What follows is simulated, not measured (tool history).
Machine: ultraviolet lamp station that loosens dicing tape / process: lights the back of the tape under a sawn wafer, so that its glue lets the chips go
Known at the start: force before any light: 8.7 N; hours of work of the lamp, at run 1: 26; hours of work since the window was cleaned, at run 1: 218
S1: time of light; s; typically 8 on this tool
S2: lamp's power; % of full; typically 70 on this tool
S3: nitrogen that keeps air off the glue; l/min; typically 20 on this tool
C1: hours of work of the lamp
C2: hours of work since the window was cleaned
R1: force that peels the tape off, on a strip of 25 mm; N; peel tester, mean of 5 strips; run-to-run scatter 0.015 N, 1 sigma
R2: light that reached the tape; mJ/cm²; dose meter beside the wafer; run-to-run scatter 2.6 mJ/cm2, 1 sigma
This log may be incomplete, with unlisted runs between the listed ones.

{"run": 1, "hour": 0.0, "S1": 8, "S2": 70, "S3": 20, "C1": 26, "C2": 218, "R1": 0.958, "R2": 294}
{"run": 2, "hour": 21.9, "S1": 8, "S2": 91, "S3": 20, "C1": 42, "C2": 234, "R1": 0.547, "R2": 375}
{"hour": 26.2, "done": "window cleaned of glue's vapour"}
{"run": 3, "hour": 54.6, "S1": 8, "S2": 91, "S3": 20, "C1": 67, "C2": 21, "R1": 0.687, "R2": 340}
{"run": 4, "hour": 75.5, "S1": 8, "S2": 91, "S3": 20, "C1": 82, "C2": 37, "R1": 0.723, "R2": 331}
{"run": 5, "hour": 121.7, "S1": 8, "S2": 91, "S3": 20, "C1": 117, "C2": 71, "R1": 0.74, "R2": 320}
{"run": 6, "hour": 141.6, "S1": 8, "S2": 91, "S3": 20, "C1": 132, "C2": 86, "R1": 0.828, "R2": 314}
{"run": 7, "hour": 160.8, "S1": 10, "S2": 70, "S3": 20, "C1": 146, "C2": 101, "R1": 0.904, "R2": 299}
{"run": 8, "hour": 199.5, "S1": 10, "S2": 70, "S3": 20, "C1": 175, "C2": 130, "R1": 0.994, "R2": 290}
{"run": 9, "hour": 219.1, "S1": 10, "S2": 70, "S3": 20, "C1": 190, "C2": 144, "R1": 0.981, "R2": 288}
{"run": 10, "hour": 259.8, "S1": 10, "S2": 91, "S3": 20, "C1": 220, "C2": 175, "R1": 0.588, "R2": 361}
{"run": 11, "hour": 289.8, "S1": 10, "S2": 91, "S3": 20, "C1": 243, "C2": 197, "R1": 0.638, "R2": 350}
{"hour": 312.2, "done": "window cleaned of glue's vapour, once more"}
{"run": 12, "hour": 316.8, "S1": 10, "S2": 91, "S3": 20, "C1": 263, "C2": 3, "R1": 0.265, "R2": 500}
{"run": 13, "hour": 344.3, "S1": 10, "S2": 91, "S3": 20, "C1": 283, "C2": 24, "R1": 0.283, "R2": 492}
{"run": 14, "hour": 367.7, "S1": 8, "S2": 70, "S3": 20, "C1": 301, "C2": 42, "R1": 0.891, "R2": 293}
{"run": 15, "hour": 404.2, "S1": 8, "S2": 70, "S3": 20, "C1": 328, "C2": 69, "R1": 0.924, "R2": 290}
{"run": 16, "hour": 450.6, "S1": 8, "S2": 70, "S3": 20, "C1": 363, "C2": 104, "R1": 1.054, "R2": 276}
{"run": 17, "hour": 485.4, "S1": 8, "S2": 74, "S3": 20, "C1": 389, "C2": 130, "R1": 0.939, "R2": 286}
{"run": 18, "hour": 516.6, "S1": 8, "S2": 75, "S3": 20, "C1": 412, "C2": 153, "R1": 0.957, "R2": 286}
{"run": 19, "hour": 538.6, "S1": 8, "S2": 70, "S3": 20, "C1": 429, "C2": 170, "R1": 1.194, "R2": 256}
{"run": 20, "hour": 577.4, "S1": 8, "S2": 83, "S3": 20, "C1": 458, "C2": 199, "R1": 0.855, "R2": 304}
{"run": 21, "hour": 621.6, "S1": 8, "S2": 83, "S3": 23, "C1": 491, "C2": 232, "R1": 0.865, "R2": 292}
{"hour": 629.4, "done": "window cleaned of glue's vapour"}
{"run": 22, "hour": 659.7, "S1": 11, "S2": 70, "S3": 20, "C1": 519, "C2": 23, "R1": 0.507, "R2": 385}
{"run": 23, "hour": 689.4, "S1": 5, "S2": 90, "S3": 27, "C1": 541, "C2": 45, "R1": 1.39, "R2": 218}
{"run": 24, "hour": 734.6, "S1": 13, "S2": 74, "S3": 27, "C1": 575, "C2": 79, "R1": 0.286, "R2": 451}
{"run": 25, "hour": 758.6, "S1": 4, "S2": 62, "S3": 20, "C1": 593, "C2": 97, "R1": 3.51, "R2": 114}
{"run": 26, "hour": 782.5, "S1": 7, "S2": 81, "S3": 20, "C1": 611, "C2": 115, "R1": 1.151, "R2": 263}
{"run": 27, "hour": 830.2, "S1": 4, "S2": 71, "S3": 20, "C1": 647, "C2": 150, "R1": 3.249, "R2": 126}
{"run": 28, "hour": 876.7, "S1": 5, "S2": 70, "S3": 8, "C1": 682, "C2": 185, "R1": 3.633, "R2": 144}
{"run": 29, "hour": 921.2, "S1": 5, "S2": 70, "S3": 8, "C1": 715, "C2": 219, "R1": 3.719, "R2": 141}
{"run": 30, "hour": 942.7, "S1": 5, "S2": 83, "S3": 8, "C1": 731, "C2": 235, "R1": 3.354, "R2": 168}
{"hour": 947.9, "done": "window cleaned of glue's vapour"}
{"run": 31, "hour": 973.1, "S1": 8, "S2": 70, "S3": 11, "C1": 753, "C2": 19, "R1": 1.722, "R2": 252}
{"run": 32, "hour": 1001.7, "S1": 5, "S2": 65, "S3": 19, "C1": 775, "C2": 40, "R1": 2.766, "R2": 145}
{"run": 33, "hour": 1033.0, "S1": 5, "S2": 65, "S3": 19, "C1": 798, "C2": 64, "R1": 2.942, "R2": 138}
{"run": 34, "hour": 1058.9, "S1": 5, "S2": 80, "S3": 11, "C1": 818, "C2": 83, "R1": 2.932, "R2": 168}
{"run": 35, "hour": 1106.4, "S1": 5, "S2": 94, "S3": 11, "C1": 853, "C2": 119, "R1": 2.429, "R2": 190}
{"run": 36, "hour": 1150.1, "S1": 5, "S2": 94, "S3": 11, "C1": 886, "C2": 151, "R1": 2.492, "R2": 183}
{"run": 37, "hour": 1197.0, "S1": 8, "S2": 76, "S3": 20, "C1": 921, "C2": 187, "R1": 1.46, "R2": 229}

For some of the steps in R1 from one run to the next: how much would appear even if the tool had no hidden state, given the settings, what came in and random variation, and how much remains for the hidden state plus any gauge scatter that the measured result and the result without hidden state don't share?
Hidden conditions of the tool in this case: lamp's light, % of a new lamp's; light that the window lets through, % of a clean one's; drift of the gauge itself on peel_n, %; drift of the gauge itself on dose_mj_cm2, %.
Run 24 -> 25: S1 13 -> 4, S2 74 -> 62, S3 27 -> 20. R1 +3.224 N: hidden state +0.725, all else +2.499.
Run 25 -> 26: S1 4 -> 7, S2 62 -> 81. R1 -2.359 N: hidden state -0.32, all else -2.039.
Run 26 -> 27: S1 7 -> 4, S2 81 -> 71. R1 +2.098 N: hidden state +0.466, all else +1.632.
Run 30 -> 31: S1 5 -> 8, S2 83 -> 70, S3 8 -> 11, window cleaned of glue's vapour. R1 -1.632 N: hidden state -0.575, all else -1.057.

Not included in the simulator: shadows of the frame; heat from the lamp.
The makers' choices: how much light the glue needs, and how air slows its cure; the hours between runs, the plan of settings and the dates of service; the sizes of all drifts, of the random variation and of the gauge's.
